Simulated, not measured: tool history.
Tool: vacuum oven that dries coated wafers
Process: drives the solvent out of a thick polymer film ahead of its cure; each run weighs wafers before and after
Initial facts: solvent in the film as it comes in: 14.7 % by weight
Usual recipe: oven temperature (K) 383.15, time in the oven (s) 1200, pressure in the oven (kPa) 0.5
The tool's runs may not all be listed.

| run | hour | oven temperature (K) | time in the oven (s) | pressure in the oven (kPa) | solvent left in the film (%) |
|---|---|---|---|---|---|
| 1 | 0 | 383.15 | 1200 | 0.5 | 2.06 |
| 2 | 69.7 | 383.15 | 1200 | 0.5 | 2.09 |
| 3 | 149 | 383.15 | 1200 | 0.5 | 2.13 |
| 4 | 230.1 | 383.15 | 1200 | 0.5 | 2.09 |
| 5 | 305.5 | 383.15 | 1200 | 0.5 | 2.21 |
| 6 | 357.2 | 383.15 | 1080 | 0.5 | 2.55 |
| 7 | 436 | 383.15 | 1860 | 0.5 | 1.07 |
| 8 | 475.5 | 383.15 | 1860 | 0.5 | 1.08 |
| 9 | 535.8 | 383.15 | 1560 | 0.5 | 1.44 |
| 10 | 599.6 | 383.15 | 1560 | 0.5 | 1.45 |
| 11 | 665.8 | 383.15 | 1200 | 0.5 | 2.15 |
| 12 | 701.2 | 378.15 | 1200 | 0.5 | 2.86 |
| 13 | 753.3 | 378.15 | 1200 | 0.5 | 2.86 |
| 14 | 788.6 | 395.15 | 1200 | 0.5 | 0.98 |
| 15 | 848 | 383.15 | 1200 | 0.5 | 2.23 |
| 16 | 896.5 | 383.15 | 1200 | 0.5 | 2.15 |
| 17 | 950.3 | 383.15 | 1200 | 0.5 | 2.22 |
| 18 | 1023.6 | 383.15 | 1200 | 0.292 | 2.04 |
| 19 | 1103.9 | 383.15 | 960 | 0.292 | 2.96 |
| 20 | 1160.9 | 383.15 | 960 | 0.292 | 2.89 |
| 21 | 1239.6 | 383.15 | 960 | 0.292 | 2.83 |
| 22 | 1280.2 | 383.15 | 1200 | 0.903 | 2.45 |
| 23 | 1347.4 | 383.15 | 1200 | 0.5 | 2.25 |
| 24 | 1416.4 | 383.15 | 1200 | 0.5 | 2.23 |
| 25 | 1473.2 | 383.15 | 1200 | 1.885 | 3.05 |
| 26 | 1530.2 | 383.15 | 1200 | 1.885 | 3.14 |
| 27 | 1584 | 373.15 | 1740 | 0.329 | 2.33 |
| 28 | 1645.7 | 383.15 | 1500 | 0.652 | 1.66 |
| 29 | 1710.7 | 390.15 | 1920 | 0.658 | 0.66 |
| 30 | 1762 | 390.15 | 1920 | 0.658 | 0.67 |
| 31 | 1820.6 | 377.15 | 1200 | 0.454 | 3.1 |
| 32 | 1863.6 | 383.15 | 1140 | 0.325 | 2.3 |
| 33 | 1903.8 | 368.15 | 1200 | 0.5 | 4.53 |
| 34 | 1965 | 368.15 | 1200 | 0.5 | 4.52 |
| 35 | 2012.5 | 383.15 | 720 | 1.029 | 4.53 |
| 36 | 2049.2 | 383.15 | 720 | 1.029 | 4.51 |
| 37 | 2085.5 | 369.15 | 2100 | 0.749 | 2.51 |
| 38 | 2126.5 | 383.15 | 1200 | 0.454 | 2.22 |
| 39 | 2161.4 | 383.15 | 1920 | 0.511 | 1.03 |
| 40 | 2241.5 | 383.15 | 1500 | 1.653 | 2.34 |
| 41 | 2297.3 | 383.15 | 1500 | 1.653 | 2.39 |
| 42 | 2360.3 | 383.15 | 1500 | 1.653 | 2.31 |
| 43 | 2420.3 | 375.15 | 660 | 0.866 | 6.08 |
| 44 | 2471.8 | 375.15 | 660 | 0.866 | 6.1 |
| 45 | 2518.7 | 375.15 | 660 | 0.866 | 6.02 |
| 46 | 2589.5 | 390.15 | 1920 | 1.497 | 1.18 |
| 47 | 2669.4 | 396.15 | 1920 | 1.497 | 0.9 |

Not shown here: 4 entries made in the log between runs. Locate each between two listed runs and compare the hidden state at the listed run before it with the hidden state at the listed run after it:
Runs 4 to 5: oven's thermocouples calibrated (hour 283.2)
  true wafer temperature over the reading, C: 1.12 -> 0.24; true pressure over the reading, kPa: 0.106 -> 0.115
  what was measured, less what the result would be without the hidden state, solvent left in the film (%): -0.07 -> +0.04
Runs 25 to 26: vacuum gauge cleaned of residue and calibrated (hour 1481.6)
  true wafer temperature over the reading, C: 1.01 -> 1.05; true pressure over the reading, kPa: 0.265 -> 0.427
  what was measured, less what the result would be without the hidden state, solvent left in the film (%): +0.02 -> +0.11
Runs 27 to 28: oven's thermocouples calibrated (hour 1603.6); vacuum gauge cleaned of residue and calibrated, once more (hour 1628.5)
  true wafer temperature over the reading, C: 1.08 -> -0.48; true pressure over the reading, kPa: 0.435 -> 0.008
  what was measured, less what the result would be without the hidden state, solvent left in the film (%): +0.24 -> +0.05
